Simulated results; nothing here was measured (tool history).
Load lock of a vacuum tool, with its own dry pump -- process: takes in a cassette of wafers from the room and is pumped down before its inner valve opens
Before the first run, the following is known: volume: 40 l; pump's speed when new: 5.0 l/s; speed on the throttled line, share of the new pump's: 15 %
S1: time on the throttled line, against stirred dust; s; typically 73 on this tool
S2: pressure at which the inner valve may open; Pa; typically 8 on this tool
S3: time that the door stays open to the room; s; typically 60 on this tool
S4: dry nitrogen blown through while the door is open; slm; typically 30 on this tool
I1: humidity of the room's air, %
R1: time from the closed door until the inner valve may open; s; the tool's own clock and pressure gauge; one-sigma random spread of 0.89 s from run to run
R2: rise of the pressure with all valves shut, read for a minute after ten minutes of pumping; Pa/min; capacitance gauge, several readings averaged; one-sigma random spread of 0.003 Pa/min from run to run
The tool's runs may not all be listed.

run 1 hour=0 | S1=73 S2=8 S3=60 S4=30 | I1=43.7 | R1=138.8 R2=0.026
run 2 hour=100.9 | S1=73 S2=8 S3=60 S4=30 | I1=45.9 | R1=140.4 R2=0.025
run 3 hour=155.2 | S1=73 S2=8 S3=60 S4=30 | I1=49.2 | R1=140 R2=0.032
run 4 hour=224.5 | S1=73 S2=8 S3=60 S4=30 | I1=42.2 | R1=139.9 R2=0.026
run 5 hour=277.9 | S1=48 S2=8 S3=60 S4=30 | I1=43.8 | R1=117.8 R2=0.028
run 6 hour=391.6 | S1=48 S2=8 S3=60 S4=30 | I1=42.6 | R1=118.2 R2=0.025
run 7 hour=506.1 | S1=48 S2=8 S3=60 S4=30 | I1=46 | R1=117.6 R2=0.031
run 8 hour=554.1 | S1=48 S2=8 S3=60 S4=30 | I1=46.9 | R1=118.7 R2=0.03
run 9 hour=620.1 | S1=73 S2=8 S3=60 S4=30 | I1=44.1 | R1=138.6 R2=0.025
run 10 hour=686.7 | S1=73 S2=6 S3=60 S4=30 | I1=43.1 | R1=142.4 R2=0.026
run 11 hour=794.8 | S1=73 S2=6 S3=60 S4=30 | I1=47.9 | R1=141.2 R2=0.03
run 12 hour=879.8 | S1=73 S2=6 S3=60 S4=30 | I1=45.9 | R1=140.6 R2=0.032
run 13 hour=937.7 | S1=73 S2=8 S3=60 S4=10 | I1=44.1 | R1=139.6 R2=0.031
run 14 hour=1005.4 | S1=73 S2=7 S3=60 S4=30 | I1=42.9 | R1=140.7 R2=0.027
run 15 hour=1096 | S1=73 S2=8 S3=60 S4=30 | I1=42.5 | R1=139 R2=0.029
run 16 hour=1143.9 | S1=73 S2=8 S3=60 S4=30 | I1=45.2 | R1=138.6 R2=0.03
run 17 hour=1237.1 | S1=40 S2=8 S3=60 S4=30 | I1=47.8 | R1=110.9 R2=0.03
run 18 hour=1335.5 | S1=131 S2=8 S3=60 S4=30 | I1=45.1 | R1=188.8 R2=0.029
run 19 hour=1385 | S1=73 S2=8 S3=60 S4=30 | I1=44.2 | R1=139.1 R2=0.024
run 20 hour=1494.9 | S1=73 S2=8 S3=60 S4=30 | I1=44.6 | R1=139.9 R2=0.03
run 21 hour=1556.7 | S1=73 S2=8 S3=60 S4=30 | I1=47.8 | R1=138.3 R2=0.026
run 22 hour=1659.1 | S1=57 S2=8 S3=91 S4=30 | I1=45 | R1=126 R2=0.037
run 23 hour=1763.2 | S1=73 S2=10 S3=60 S4=7 | I1=44.9 | R1=137.1 R2=0.043
run 24 hour=1873.2 | S1=73 S2=10 S3=60 S4=7 | I1=46.4 | R1=137.9 R2=0.047
run 25 hour=1989.4 | S1=73 S2=8 S3=60 S4=30 | I1=46.8 | R1=141.1 R2=0.028
run 26 hour=2085.5 | S1=47 S2=10 S3=39 S4=13 | I1=46.7 | R1=114.7 R2=0.029
run 27 hour=2178.2 | S1=47 S2=10 S3=39 S4=13 | I1=45.2 | R1=115.4 R2=0.028
run 28 hour=2291.8 | S1=56 S2=8 S3=169 S4=13 | I1=46.3 | R1=123.6 R2=0.068
run 29 hour=2366.9 | S1=56 S2=8 S3=169 S4=13 | I1=45 | R1=124 R2=0.065
-- hour=2462.4 door's seal changed, seat wiped
run 30 hour=2468.5 | S1=56 S2=8 S3=169 S4=13 | I1=45.3 | R1=124.5 R2=0.061
run 31 hour=2574.5 | S1=114 S2=7 S3=29 S4=30 | I1=45.5 | R1=175.8 R2=0.015
run 32 hour=2651.4 | S1=73 S2=10 S3=46 S4=5 | I1=44.9 | R1=136.5 R2=0.033
run 33 hour=2743.4 | S1=73 S2=9 S3=60 S4=16 | I1=46.2 | R1=138.6 R2=0.037
run 34 hour=2847.1 | S1=125 S2=9 S3=60 S4=16 | I1=43 | R1=181.1 R2=0.029
run 35 hour=2961.4 | S1=73 S2=8 S3=124 S4=30 | I1=45.2 | R1=139.3 R2=0.038
run 36 hour=3038.8 | S1=73 S2=8 S3=124 S4=30 | I1=43.5 | R1=140.7 R2=0.042
run 37 hour=3149.3 | S1=73 S2=8 S3=124 S4=30 | I1=45.6 | R1=140.7 R2=0.042

Alternative continuations, all from the tool just after run 37; predict every row:
run A hour=3196.5 | S1=73 S2=13 S3=94 S4=22 | I1=43.2 | R1=? R2=?
run B hour=3196.5 | S1=73 S2=13 S3=31 S4=30 | I1=43.7 | R1=? R2=?
run C hour=3196.5 | S1=73 S2=8 S3=120 S4=30 | I1=42.5 | R1=? R2=?

run=A R1=135.8 R2=0.038
run=B R1=136.1 R2=0.016
run=C R1=138.4 R2=0.038
With the hidden condition removed and each run's random variation left untouched, the same runs would have given:
run=A R1=135.8 R2=0.038
run=B R1=136.1 R2=0.016
run=C R1=138.4 R2=0.038
